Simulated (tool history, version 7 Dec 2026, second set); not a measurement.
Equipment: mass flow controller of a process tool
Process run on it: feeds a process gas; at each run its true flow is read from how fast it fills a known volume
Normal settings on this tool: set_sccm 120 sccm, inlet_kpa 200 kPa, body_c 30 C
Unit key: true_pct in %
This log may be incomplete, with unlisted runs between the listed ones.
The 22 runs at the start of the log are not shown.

| run | hour | set_sccm | inlet_kpa | body_c | true_pct |
|---|---|---|---|---|---|
| 23 | 2192.6 | 33 | 193 | 26 | 99.80 |
| 24 | 2256.3 | 106 | 179 | 32 | 99.50 |
| 25 | 2354.3 | 29 | 200 | 23 | 100.02 |
| 26 | 2448.8 | 68 | 268 | 21 | 99.95 |
| 27 | 2513.8 | 154 | 268 | 30 | 99.59 |
| 28 | 2632.6 | 154 | 232 | 30 | 99.65 |
| 29 | 2758.2 | 193 | 167 | 25 | 100.49 |
| 30 | 2893.2 | 71 | 200 | 30 | 99.67 |
| 31 | 2992.7 | 28 | 200 | 27 | 99.67 |

Below are 4 alternative next runs, each starting from the tool's condition after run 31. Predict each:
| A | 3142.5 | 29 | 200 | 22 | ? |
| B | 3142.5 | 135 | 173 | 29 | ? |
| C | 3142.5 | 51 | 196 | 33 | ? |
| D | 3142.5 | 52 | 205 | 20 | ? |

| run | true_pct |
|---|---|
| A | 100.32 |
| B | 100.16 |
| C | 99.37 |
| D | 100.53 |
Stripped of hidden state, with their random variation kept, the same runs would have yielded:
| run | true_pct |
|---|---|
| A | 99.81 |
| B | 99.64 |
| C | 98.87 |
| D | 100.02 |
